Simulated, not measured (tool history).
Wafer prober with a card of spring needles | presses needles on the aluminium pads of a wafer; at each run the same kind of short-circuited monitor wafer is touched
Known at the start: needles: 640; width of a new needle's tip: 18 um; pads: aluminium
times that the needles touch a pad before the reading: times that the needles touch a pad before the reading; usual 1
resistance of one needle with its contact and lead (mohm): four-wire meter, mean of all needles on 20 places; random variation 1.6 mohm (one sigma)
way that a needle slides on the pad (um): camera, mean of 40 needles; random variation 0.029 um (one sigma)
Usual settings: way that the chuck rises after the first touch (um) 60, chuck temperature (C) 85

| run | hour | way that the chuck rises after the first touch (um) | chuck temperature (C) | times that the needles touch a pad before the reading | resistance of one needle with its contact and lead (mohm) | way that a needle slides on the pad (um) |
|---|---|---|---|---|---|---|
| 1 | 0.0 | 60 | 85 | 1 | 187 | 12.44 |
| 2 | 30.0 | 60 | 85 | 1 | 272 | 12.36 |
| 3 | 97.4 | 60 | 85 | 1 | 229 | 12.36 |
| 4 | 155.2 | 60 | 85 | 2 | 214 | 12.33 |
| 5 | 211.1 | 60 | 85 | 2 | 214 | 12.26 |
| 6 | 257.5 | 60 | 85 | 2 | 232 | 12.22 |
| 7 | 288.4 | 60 | 85 | 2 | 221 | 12.43 |
| 8 | 355.0 | 60 | 26 | 1 | 186 | 12.36 |
| 9 | 417.9 | 60 | 85 | 1 | 262 | 12.34 |
| 10 | 478.2 | 60 | 85 | 1 | 285 | 12.28 |
| 11 | 518.5 | 60 | 85 | 2 | 164 | 12.26 |
| 12 | 580.5 | 60 | 32 | 1 | 235 | 12.24 |
| 13 | 632.4 | 60 | 85 | 1 | 217 | 12.35 |
| 14 | 665.4 | 60 | 85 | 1 | 173 | 12.43 |
| 15 | 728.8 | 60 | 85 | 1 | 245 | 12.41 |
| 16 | 770.8 | 60 | 85 | 1 | 283 | 12.30 |
| 17 | 813.2 | 44 | 26 | 2 | 214 | 9.03 |
| 18 | 862.2 | 45 | 77 | 1 | 378 | 9.12 |
| 19 | 927.4 | 45 | 77 | 1 | 322 | 9.28 |
| 20 | 968.1 | 45 | 77 | 1 | 360 | 9.31 |
| 21 | 1006.0 | 66 | 58 | 2 | 220 | 13.66 |
| 22 | 1037.2 | 66 | 28 | 1 | 248 | 13.67 |
| 23 | 1064.8 | 66 | 28 | 1 | 157 | 13.67 |
| 24 | 1108.4 | 67 | 38 | 2 | 187 | 13.77 |
| 25 | 1136.4 | 67 | 38 | 2 | 222 | 13.78 |
| 26 | 1201.2 | 67 | 38 | 2 | 189 | 13.71 |
| 27 | 1251.8 | 40 | 39 | 2 | 180 | 8.30 |
| 28 | 1288.2 | 63 | 64 | 1 | 208 | 13.06 |

Taken out of this log: 74 entries between the listed runs. Where each belongs, and how the hidden state differs across it:
Between runs 1 and 2: tips cleaned on abrasive film (hour 16.9)
  debris on the tips, nm: 40.3 -> 157.5; way that the needles fall short of the set height, um: 0.14 -> 0.21; tips' diameter, um: 20.02 -> 20.04
  measured less the result without the state, resistance of one needle with its contact and lead (mohm): +30 -> +114; way that a needle slides on the pad (um): -0.03 -> -0.05
Between runs 2 and 3: tips cleaned on abrasive film (hour 33.8); tips cleaned on abrasive film (hour 53.7); tips cleaned on abrasive film (hour 72.4); tips cleaned on abrasive film (hour 91.4)
  debris on the tips, nm: 157.5 -> 98.4; way that the needles fall short of the set height, um: 0.21 -> 0.47; tips' diameter, um: 20.04 -> 20.14
  measured less the result without the state, resistance of one needle with its contact and lead (mohm): +114 -> +72; way that a needle slides on the pad (um): -0.05 -> -0.10
Between runs 3 and 4: tips cleaned on abrasive film (hour 109.0); tips cleaned on abrasive film (hour 128.4); tips cleaned on abrasive film (hour 148.0)
  debris on the tips, nm: 98.4 -> 131.7; way that the needles fall short of the set height, um: 0.47 -> 0.68; tips' diameter, um: 20.14 -> 20.21
  measured less the result without the state, resistance of one needle with its contact and lead (mohm): +72 -> +59; way that a needle slides on the pad (um): -0.10 -> -0.15
Between runs 4 and 5: tips cleaned on abrasive film (hour 166.7); tips cleaned on abrasive film (hour 186.7); tips cleaned on abrasive film (hour 205.3)
  debris on the tips, nm: 131.7 -> 120.7; way that the needles fall short of the set height, um: 0.68 -> 0.87; tips' diameter, um: 20.21 -> 20.27
  measured less the result without the state, resistance of one needle with its contact and lead (mohm): +59 -> +55; way that a needle slides on the pad (um): -0.15 -> -0.19
Between runs 5 and 6: tips cleaned on abrasive film (hour 223.2); tips cleaned on abrasive film (hour 243.3)
  debris on the tips, nm: 120.7 -> 162.9; way that the needles fall short of the set height, um: 0.87 -> 1.01; tips' diameter, um: 20.27 -> 20.32
  measured less the result without the state, resistance of one needle with its contact and lead (mohm): +55 -> +74; way that a needle slides on the pad (um): -0.19 -> -0.21
Between runs 6 and 7: tips cleaned on abrasive film (hour 261.6); tips cleaned on abrasive film (hour 277.8); height of the first contact set anew (hour 282.1)
  debris on the tips, nm: 162.9 -> 151.7; way that the needles fall short of the set height, um: 1.01 -> 0; tips' diameter, um: 20.32 -> 20.38
  measured less the result without the state, resistance of one needle with its contact and lead (mohm): +74 -> +66; way that a needle slides on the pad (um): -0.21 -> +0.00
Between runs 7 and 8: tips cleaned on abrasive film (hour 296.5); tips cleaned on abrasive film (hour 316.0); tips cleaned on abrasive film (hour 335.3); tips cleaned on abrasive film (hour 353.2)
  debris on the tips, nm: 151.7 -> 48.5; way that the needles fall short of the set height, um: 0 -> 0.28; tips' diameter, um: 20.38 -> 20.47
  measured less the result without the state, resistance of one needle with its contact and lead (mohm): +66 -> +41; way that a needle slides on the pad (um): +0.00 -> -0.06
Between runs 8 and 9: tips cleaned on abrasive film (hour 369.6); tips cleaned on abrasive film (hour 389.6); tips cleaned on abrasive film (hour 408.0)
  debris on the tips, nm: 48.5 -> 137.7; way that the needles fall short of the set height, um: 0.28 -> 0.48; tips' diameter, um: 20.47 -> 20.55
  measured less the result without the state, resistance of one needle with its contact and lead (mohm): +41 -> +105; way that a needle slides on the pad (um): -0.06 -> -0.10
Between runs 9 and 10: tips cleaned on abrasive film (hour 426.0); tips cleaned on abrasive film (hour 445.0); tips cleaned on abrasive film (hour 464.6)
  debris on the tips, nm: 137.7 -> 166.4; way that the needles fall short of the set height, um: 0.48 -> 0.68; tips' diameter, um: 20.55 -> 20.61
  measured less the result without the state, resistance of one needle with its contact and lead (mohm): +105 -> +126; way that a needle slides on the pad (um): -0.10 -> -0.14
Between runs 10 and 11: tips cleaned on abrasive film (hour 482.3); tips cleaned on abrasive film (hour 500.9); tips cleaned on abrasive film (hour 518.5)
  debris on the tips, nm: 166.4 -> 12.5; way that the needles fall short of the set height, um: 0.68 -> 0.85; tips' diameter, um: 20.61 -> 20.67
  measured less the result without the state, resistance of one needle with its contact and lead (mohm): +126 -> +8; way that a needle slides on the pad (um): -0.14 -> -0.18
Between runs 11 and 12: tips cleaned on abrasive film (hour 537.5); tips cleaned on abrasive film (hour 556.0); tips cleaned on abrasive film (hour 575.0)
  debris on the tips, nm: 12.5 -> 102.1; way that the needles fall short of the set height, um: 0.85 -> 1.03; tips' diameter, um: 20.67 -> 20.74
  measured less the result without the state, resistance of one needle with its contact and lead (mohm): +8 -> +87; way that a needle slides on the pad (um): -0.18 -> -0.21
Between runs 12 and 13: tips cleaned on abrasive film (hour 591.9); height of the first contact set anew (hour 596.2); tips cleaned on abrasive film (hour 610.4); tips cleaned on abrasive film (hour 628.6)
  debris on the tips, nm: 102.1 -> 77.9; way that the needles fall short of the set height, um: 1.03 -> 0.16; tips' diameter, um: 20.74 -> 20.82
  measured less the result without the state, resistance of one needle with its contact and lead (mohm): +87 -> +60; way that a needle slides on the pad (um): -0.21 -> -0.03
Between runs 13 and 14: tips cleaned on abrasive film (hour 647.1); tips cleaned on abrasive film (hour 665.4)
  debris on the tips, nm: 77.9 -> 19.8; way that the needles fall short of the set height, um: 0.16 -> 0.27; tips' diameter, um: 20.82 -> 20.85
  measured less the result without the state, resistance of one needle with its contact and lead (mohm): +60 -> +17; way that a needle slides on the pad (um): -0.03 -> -0.05
Between runs 14 and 15: tips cleaned on abrasive film (hour 683.2); tips cleaned on abrasive film (hour 702.0); tips cleaned on abrasive film (hour 721.6)
  debris on the tips, nm: 19.8 -> 111.2; way that the needles fall short of the set height, um: 0.27 -> 0.43; tips' diameter, um: 20.85 -> 20.91
  measured less the result without the state, resistance of one needle with its contact and lead (mohm): +17 -> +88; way that a needle slides on the pad (um): -0.05 -> -0.09
Between runs 15 and 16: tips cleaned on abrasive film (hour 739.7); tips cleaned on abrasive film (hour 757.6)
  debris on the tips, nm: 111.2 -> 157.6; way that the needles fall short of the set height, um: 0.43 -> 0.57; tips' diameter, um: 20.91 -> 20.96
  measured less the result without the state, resistance of one needle with its contact and lead (mohm): +88 -> +123; way that a needle slides on the pad (um): -0.09 -> -0.12
Between runs 16 and 17: tips cleaned on abrasive film (hour 774.9); tips cleaned on abrasive film (hour 794.6); tips cleaned on abrasive film (hour 810.7)
  debris on the tips, nm: 157.6 -> 67.3; way that the needles fall short of the set height, um: 0.57 -> 0.75; tips' diameter, um: 20.96 -> 21.02
  measured less the result without the state, resistance of one needle with its contact and lead (mohm): +123 -> +63; way that a needle slides on the pad (um): -0.12 -> -0.16
Between runs 17 and 18: tips cleaned on abrasive film (hour 828.0); tips cleaned on abrasive film (hour 847.1)
  debris on the tips, nm: 67.3 -> 156.9; way that the needles fall short of the set height, um: 0.75 -> 0.87; tips' diameter, um: 21.02 -> 21.06
  measured less the result without the state, resistance of one needle with its contact and lead (mohm): +63 -> +217; way that a needle slides on the pad (um): -0.16 -> -0.18
Between runs 18 and 19: tips cleaned on abrasive film (hour 866.3); tips cleaned on abrasive film (hour 886.0); tips cleaned on abrasive film (hour 904.2); height of the first contact set anew (hour 908.5); tips cleaned on abrasive film (hour 920.6)
  debris on the tips, nm: 156.9 -> 119; way that the needles fall short of the set height, um: 0.87 -> 0.05; tips' diameter, um: 21.06 -> 21.14
  measured less the result without the state, resistance of one needle with its contact and lead (mohm): +217 -> +160; way that a needle slides on the pad (um): -0.18 -> -0.02
Between runs 19 and 20: tips cleaned on abrasive film (hour 939.0); tips cleaned on abrasive film (hour 958.5)
  debris on the tips, nm: 119 -> 144.5; way that the needles fall short of the set height, um: 0.05 -> 0.17; tips' diameter, um: 21.14 -> 21.18
  measured less the result without the state, resistance of one needle with its contact and lead (mohm): +160 -> +198; way that a needle slides on the pad (um): -0.02 -> -0.04
Between runs 20 and 21: tips cleaned on abrasive film (hour 975.7); tips cleaned on abrasive film (hour 994.8)
  debris on the tips, nm: 144.5 -> 158.1; way that the needles fall short of the set height, um: 0.17 -> 0.3; tips' diameter, um: 21.18 -> 21.23
  measured less the result without the state, resistance of one needle with its contact and lead (mohm): +198 -> +67; way that a needle slides on the pad (um): -0.04 -> -0.07
Between runs 21 and 22: tips cleaned on abrasive film (hour 1013.8); tips cleaned on abrasive film (hour 1030.0)
  debris on the tips, nm: 158.1 -> 132.4; way that the needles fall short of the set height, um: 0.3 -> 0.41; tips' diameter, um: 21.23 -> 21.27
  measured less the result without the state, resistance of one needle with its contact and lead (mohm): +67 -> +99; way that a needle slides on the pad (um): -0.07 -> -0.09
Between runs 22 and 23: tips cleaned on abrasive film (hour 1047.7); tips cleaned on abrasive film (hour 1064.8)
  debris on the tips, nm: 132.4 -> 12.7; way that the needles fall short of the set height, um: 0.41 -> 0.53; tips' diameter, um: 21.27 -> 21.31
  measured less the result without the state, resistance of one needle with its contact and lead (mohm): +99 -> +11; way that a needle slides on the pad (um): -0.09 -> -0.11
Between runs 23 and 24: tips cleaned on abrasive film (hour 1084.9); tips cleaned on abrasive film (hour 1104.1)
  debris on the tips, nm: 12.7 -> 91.3; way that the needles fall short of the set height, um: 0.53 -> 0.64; tips' diameter, um: 21.31 -> 21.35
  measured less the result without the state, resistance of one needle with its contact and lead (mohm): +11 -> +40; way that a needle slides on the pad (um): -0.11 -> -0.13
Between runs 24 and 25: tips cleaned on abrasive film (hour 1120.5)
  debris on the tips, nm: 91.3 -> 169.6; way that the needles fall short of the set height, um: 0.64 -> 0.71; tips' diameter, um: 21.35 -> 21.37
  measured less the result without the state, resistance of one needle with its contact and lead (mohm): +40 -> +73; way that a needle slides on the pad (um): -0.13 -> -0.14
Between runs 25 and 26: tips cleaned on abrasive film (hour 1140.5); tips cleaned on abrasive film (hour 1160.2); tips cleaned on abrasive film (hour 1179.0); tips cleaned on abrasive film (hour 1197.2)
  debris on the tips, nm: 169.6 -> 97.6; way that the needles fall short of the set height, um: 0.71 -> 0.94; tips' diameter, um: 21.37 -> 21.45
  measured less the result without the state, resistance of one needle with its contact and lead (mohm): +73 -> +43; way that a needle slides on the pad (um): -0.14 -> -0.19
Between runs 26 and 27: tips cleaned on abrasive film (hour 1216.4); height of the first contact set anew (hour 1220.7); tips cleaned on abrasive film (hour 1232.9); tips cleaned on abrasive film (hour 1251.6)
  debris on the tips, nm: 97.6 -> 20.4; way that the needles fall short of the set height, um: 0.94 -> 0.15; tips' diameter, um: 21.45 -> 21.53
  measured less the result without the state, resistance of one needle with its contact and lead (mohm): +43 -> +25; way that a needle slides on the pad (um): -0.19 -> -0.03
Between runs 27 and 28: tips cleaned on abrasive film (hour 1267.9); tips cleaned on abrasive film (hour 1285.7)
  debris on the tips, nm: 20.4 -> 66.5; way that the needles fall short of the set height, um: 0.15 -> 0.28; tips' diameter, um: 21.53 -> 21.57
  measured less the result without the state, resistance of one needle with its contact and lead (mohm): +25 -> +52; way that a needle slides on the pad (um): -0.03 -> -0.06
